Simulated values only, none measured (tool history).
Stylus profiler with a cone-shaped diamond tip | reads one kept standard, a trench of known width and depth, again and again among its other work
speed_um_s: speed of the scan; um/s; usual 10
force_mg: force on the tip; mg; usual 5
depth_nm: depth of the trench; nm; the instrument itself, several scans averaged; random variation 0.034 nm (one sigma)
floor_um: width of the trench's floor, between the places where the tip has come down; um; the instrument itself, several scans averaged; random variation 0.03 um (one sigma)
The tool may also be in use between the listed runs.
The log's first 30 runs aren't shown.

run   hour  speed_um_s  force_mg  depth_nm  floor_um
 31  380.8           3      2.95    200.78     16.86
 32  393.5          18      8.77     202.3     16.85
 33  406.9          12      4.08    201.13     16.77
 34  415.5           2      6.47    201.74     16.85
 35  433.9           6       2.1    200.47     16.84
     437.9  -- height scale calibrated on a step standard, once more
 36    445           6       2.1    201.08     16.82
 37  456.2           9      7.86     202.6     16.86
 38  466.3           9      7.86     202.6      16.8
 39  478.8           9      7.86    202.68     16.85
 40  494.6          12         5     201.9     16.78
 41  510.4          10         5    201.91      16.8
 42  524.9          10         5    201.94     16.78

3 ways to go on from here, each from the tool as it stands after run 42. What would each give?
  A  540.4          10      1.77         ?         ?
  B  540.4          18         5         ?         ?
  C  540.4           9       3.4         ?         ?

run  depth_nm  floor_um
  A    200.89     16.78
  B    201.88      16.8
  C    201.46     16.81
Without the tool's hidden state the same runs would have given:
run  depth_nm  floor_um
  A    200.96     17.16
  B    201.96     17.17
  C    201.53     17.19

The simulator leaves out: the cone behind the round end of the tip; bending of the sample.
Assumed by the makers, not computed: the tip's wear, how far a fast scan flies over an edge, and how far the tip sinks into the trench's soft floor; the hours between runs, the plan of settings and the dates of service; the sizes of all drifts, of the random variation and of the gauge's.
